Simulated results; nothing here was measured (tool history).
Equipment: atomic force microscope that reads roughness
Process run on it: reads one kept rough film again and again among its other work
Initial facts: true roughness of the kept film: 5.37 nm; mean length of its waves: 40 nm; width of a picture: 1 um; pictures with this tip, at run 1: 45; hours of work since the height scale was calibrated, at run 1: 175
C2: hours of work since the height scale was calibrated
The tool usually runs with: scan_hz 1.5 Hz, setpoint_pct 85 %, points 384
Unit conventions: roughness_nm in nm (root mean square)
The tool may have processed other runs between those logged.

run 1 hour=0 | scan_hz=1.5 setpoint_pct=85 points=384 | pictures_with_this_tip=45 C2=175 | roughness_nm=3.779
run 2 hour=13.7 | scan_hz=1.5 setpoint_pct=85 points=384 | pictures_with_this_tip=64 C2=185 | roughness_nm=3.675
run 3 hour=21.5 | scan_hz=1.5 setpoint_pct=85 points=384 | pictures_with_this_tip=76 C2=191 | roughness_nm=3.61
run 4 hour=30.3 | scan_hz=1.5 setpoint_pct=85 points=384 | pictures_with_this_tip=88 C2=198 | roughness_nm=3.584
run 5 hour=44.7 | scan_hz=1.5 setpoint_pct=85 points=859 | pictures_with_this_tip=109 C2=209 | roughness_nm=3.524
run 6 hour=56.2 | scan_hz=1.5 setpoint_pct=85 points=626 | pictures_with_this_tip=126 C2=217 | roughness_nm=3.48
run 7 hour=62.9 | scan_hz=1.5 setpoint_pct=85 points=626 | pictures_with_this_tip=135 C2=222 | roughness_nm=3.441
run 8 hour=69.6 | scan_hz=1.5 setpoint_pct=85 points=626 | pictures_with_this_tip=145 C2=227 | roughness_nm=3.374
run 9 hour=83.6 | scan_hz=1.5 setpoint_pct=85 points=626 | pictures_with_this_tip=165 C2=238 | roughness_nm=3.31
-- hour=90.8 new tip fitted
run 10 hour=98.1 | scan_hz=1.91 setpoint_pct=85 points=384 | pictures_with_this_tip=11 C2=248 | roughness_nm=3.8
run 11 hour=105.7 | scan_hz=1.5 setpoint_pct=85 points=384 | pictures_with_this_tip=22 C2=254 | roughness_nm=3.91
run 12 hour=118.8 | scan_hz=1.5 setpoint_pct=74 points=384 | pictures_with_this_tip=41 C2=263 | roughness_nm=4.127
run 13 hour=125.7 | scan_hz=1.5 setpoint_pct=85 points=384 | pictures_with_this_tip=51 C2=269 | roughness_nm=3.766
run 14 hour=139.5 | scan_hz=1.5 setpoint_pct=85 points=364 | pictures_with_this_tip=71 C2=279 | roughness_nm=3.709
-- hour=141.9 height scale calibrated on a step standard
run 15 hour=151.8 | scan_hz=1.5 setpoint_pct=85 points=364 | pictures_with_this_tip=87 C2=7 | roughness_nm=3.633
run 16 hour=161.8 | scan_hz=1.5 setpoint_pct=85 points=364 | pictures_with_this_tip=101 C2=15 | roughness_nm=3.587
run 17 hour=170.9 | scan_hz=1.5 setpoint_pct=85 points=364 | pictures_with_this_tip=114 C2=22 | roughness_nm=3.527
-- hour=178.4 height scale calibrated on a step standard, once more
run 18 hour=180.7 | scan_hz=1.5 setpoint_pct=85 points=364 | pictures_with_this_tip=127 C2=2 | roughness_nm=3.445
run 19 hour=190.3 | scan_hz=1.27 setpoint_pct=85 points=364 | pictures_with_this_tip=141 C2=9 | roughness_nm=3.48
run 20 hour=197.4 | scan_hz=1.5 setpoint_pct=85 points=384 | pictures_with_this_tip=151 C2=14 | roughness_nm=3.34
run 21 hour=210.8 | scan_hz=0.84 setpoint_pct=85 points=384 | pictures_with_this_tip=171 C2=24 | roughness_nm=3.541
-- hour=214.3 new tip fitted
run 22 hour=222.5 | scan_hz=0.84 setpoint_pct=85 points=384 | pictures_with_this_tip=12 C2=32 | roughness_nm=4.308
run 23 hour=236.9 | scan_hz=0.85 setpoint_pct=60 points=281 | pictures_with_this_tip=33 C2=43 | roughness_nm=4.494
run 24 hour=252 | scan_hz=0.69 setpoint_pct=87 points=384 | pictures_with_this_tip=54 C2=54 | roughness_nm=4.123
run 25 hour=267.1 | scan_hz=0.69 setpoint_pct=87 points=384 | pictures_with_this_tip=76 C2=66 | roughness_nm=3.997
run 26 hour=275.7 | scan_hz=0.69 setpoint_pct=87 points=384 | pictures_with_this_tip=89 C2=72 | roughness_nm=3.967
run 27 hour=284.7 | scan_hz=1.39 setpoint_pct=84 points=446 | pictures_with_this_tip=102 C2=79 | roughness_nm=3.603
run 28 hour=297.6 | scan_hz=1.39 setpoint_pct=84 points=446 | pictures_with_this_tip=120 C2=88 | roughness_nm=3.559
run 29 hour=309.4 | scan_hz=1.39 setpoint_pct=86 points=975 | pictures_with_this_tip=137 C2=97 | roughness_nm=3.455
run 30 hour=316.5 | scan_hz=1.39 setpoint_pct=86 points=975 | pictures_with_this_tip=148 C2=102 | roughness_nm=3.418
run 31 hour=326.3 | scan_hz=0.87 setpoint_pct=85 points=787 | pictures_with_this_tip=162 C2=110 | roughness_nm=3.605
-- hour=336.2 new tip fitted
run 32 hour=338 | scan_hz=0.87 setpoint_pct=85 points=787 | pictures_with_this_tip=3 C2=118 | roughness_nm=4.328
run 33 hour=352.4 | scan_hz=1.5 setpoint_pct=89 points=588 | pictures_with_this_tip=24 C2=129 | roughness_nm=3.8
run 34 hour=360.5 | scan_hz=1.5 setpoint_pct=89 points=588 | pictures_with_this_tip=35 C2=135 | roughness_nm=3.757
run 35 hour=371 | scan_hz=1.07 setpoint_pct=89 points=588 | pictures_with_this_tip=51 C2=143 | roughness_nm=3.92
run 36 hour=385.5 | scan_hz=1.07 setpoint_pct=89 points=588 | pictures_with_this_tip=72 C2=153 | roughness_nm=3.817
run 37 hour=391.7 | scan_hz=1.5 setpoint_pct=88 points=565 | pictures_with_this_tip=81 C2=158 | roughness_nm=3.598
run 38 hour=405.9 | scan_hz=1.5 setpoint_pct=88 points=565 | pictures_with_this_tip=101 C2=169 | roughness_nm=3.491
run 39 hour=413.9 | scan_hz=2.53 setpoint_pct=88 points=565 | pictures_with_this_tip=113 C2=175 | roughness_nm=3.039
run 40 hour=423.1 | scan_hz=2.53 setpoint_pct=88 points=565 | pictures_with_this_tip=126 C2=181 | roughness_nm=2.976
run 41 hour=437.4 | scan_hz=3.41 setpoint_pct=65 points=565 | pictures_with_this_tip=147 C2=192 | roughness_nm=3.534
run 42 hour=446.8 | scan_hz=0.77 setpoint_pct=67 points=565 | pictures_with_this_tip=160 C2=199 | roughness_nm=3.909

Describe how what the log doesn't record of the tool's condition differs between the last listed run preceding each entry between runs and the first listed run following it.
Runs 9 to 10: new tip fitted (hour 90.8)
  radius of the tip, nm: 26.5 -> 9.2
  measured minus no-state result, roughness_nm: -0.775 -> -0.097 nm (root mean square)
Runs 14 to 15: height scale calibrated on a step standard (hour 141.9)
  radius of the tip, nm: 15.3 -> 17.2; height scale over the true one, %: 0.18 -> 0.26
  measured minus no-state result, roughness_nm: -0.367 -> -0.437 nm (root mean square)
Runs 17 to 18: height scale calibrated on a step standard, once more (hour 178.4)
  radius of the tip, nm: 20.1 -> 21.5; height scale over the true one, %: 0.27 -> -0.09
  measured minus no-state result, roughness_nm: -0.55 -> -0.612 nm (root mean square)
Runs 21 to 22: new tip fitted (hour 214.3)
  radius of the tip, nm: 26.4 -> 8.9; height scale over the true one, %: -0.08 -> -0.07
  measured minus no-state result, roughness_nm: -0.835 -> -0.103 nm (root mean square)
Runs 31 to 32: new tip fitted (hour 336.2)
  radius of the tip, nm: 25 -> 7.5; height scale over the true one, %: -0.01 -> 0
  measured minus no-state result, roughness_nm: -0.787 -> -0.029 nm (root mean square)
